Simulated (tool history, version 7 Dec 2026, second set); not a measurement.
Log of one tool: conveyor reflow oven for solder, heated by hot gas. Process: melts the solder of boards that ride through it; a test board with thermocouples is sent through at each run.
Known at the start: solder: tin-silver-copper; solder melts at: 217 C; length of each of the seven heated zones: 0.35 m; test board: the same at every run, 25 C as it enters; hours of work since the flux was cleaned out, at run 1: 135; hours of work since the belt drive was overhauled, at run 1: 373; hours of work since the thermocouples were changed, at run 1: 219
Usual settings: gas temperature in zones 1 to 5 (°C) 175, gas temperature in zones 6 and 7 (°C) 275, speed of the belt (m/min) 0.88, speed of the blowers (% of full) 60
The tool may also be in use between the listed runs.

| run | day | gas temperature in zones 1 to 5 (°C) | gas temperature in zones 6 and 7 (°C) | speed of the belt (m/min) | speed of the blowers (% of full) | hours of work since the flux was cleaned out | hours of work since the belt drive was overhauled | hours of work since the thermocouples were changed | highest temperature of the board (°C) | time above the solder's melting point (s) |
|---|---|---|---|---|---|---|---|---|---|---|
| 1 | 0 | 175 | 275 | 0.88 | 60 | 135 | 373 | 219 | 258.1 | 38.3 |
| 2 | 0.333 | 175 | 275 | 0.88 | 57 | 141 | 380 | 225 | 256.8 | 37.9 |
| 3 | 0.646 | 175 | 275 | 0.88 | 57 | 147 | 386 | 231 | 256.3 | 37.8 |
| 4 | 0.971 | 175 | 275 | 0.88 | 60 | 153 | 392 | 237 | 257.7 | 38.1 |
| 5 | 1.254 | 175 | 275 | 0.88 | 60 | 159 | 397 | 243 | 257.6 | 38.1 |
| 6 | 1.471 | 175 | 275 | 0.88 | 60 | 163 | 401 | 247 | 257.3 | 38.2 |
| 7 | 1.796 | 175 | 275 | 0.88 | 84 | 169 | 408 | 253 | 261.2 | 40 |
| 8 | 2.183 | 175 | 275 | 0.88 | 84 | 176 | 415 | 260 | 261.2 | 39.9 |
| 9 | 2.35 | 160 | 275 | 0.88 | 60 | 179 | 418 | 264 | 254.3 | 34 |
| 10 | 2.754 | 175 | 275 | 0.88 | 60 | 187 | 426 | 271 | 257.5 | 38.2 |
| 11 | 3.142 | 175 | 275 | 0.88 | 60 | 195 | 433 | 279 | 257.7 | 38 |
| 12 | 3.325 | 175 | 275 | 0.88 | 60 | 198 | 437 | 282 | 257.2 | 37.9 |
| 13 | 3.721 | 173 | 275 | 0.88 | 60 | 206 | 444 | 290 | 256.8 | 37.4 |
| 14 | 3.925 | 173 | 275 | 0.88 | 60 | 210 | 448 | 294 | 256.6 | 37.3 |
| 15 | 4.229 | 173 | 275 | 0.88 | 60 | 215 | 454 | 299 | 256.3 | 36.9 |
| 16 | 4.588 | 173 | 264 | 0.74 | 50 | 222 | 461 | 306 | 250.1 | 42 |
| 17 | 4.9 | 173 | 275 | 0.74 | 50 | 228 | 467 | 312 | 260.3 | 46.6 |
| 18 | 5.212 | 165 | 288 | 0.995 | 64 | 234 | 473 | 318 | 261.4 | 32.9 |
| 19 | 5.588 | 165 | 288 | 0.995 | 83 | 241 | 480 | 325 | 266.3 | 34.7 |
| 20 | 5.896 | 165 | 288 | 0.995 | 83 | 247 | 486 | 331 | 266.1 | 34.5 |

Forecast run 21:
| 21 | 6.258 | 165 | 268 | 1.029 | 83 | 254 | 493 | 338 | ? | ? |

{"run 21": {"highest temperature of the board (°C)": 247.4, "time above the solder's melting point (s)": 26.3}}
Without the tool's hidden state the same run would have given highest temperature of the board (°C) 251.1, time above the solder's melting point (s) 28.3.

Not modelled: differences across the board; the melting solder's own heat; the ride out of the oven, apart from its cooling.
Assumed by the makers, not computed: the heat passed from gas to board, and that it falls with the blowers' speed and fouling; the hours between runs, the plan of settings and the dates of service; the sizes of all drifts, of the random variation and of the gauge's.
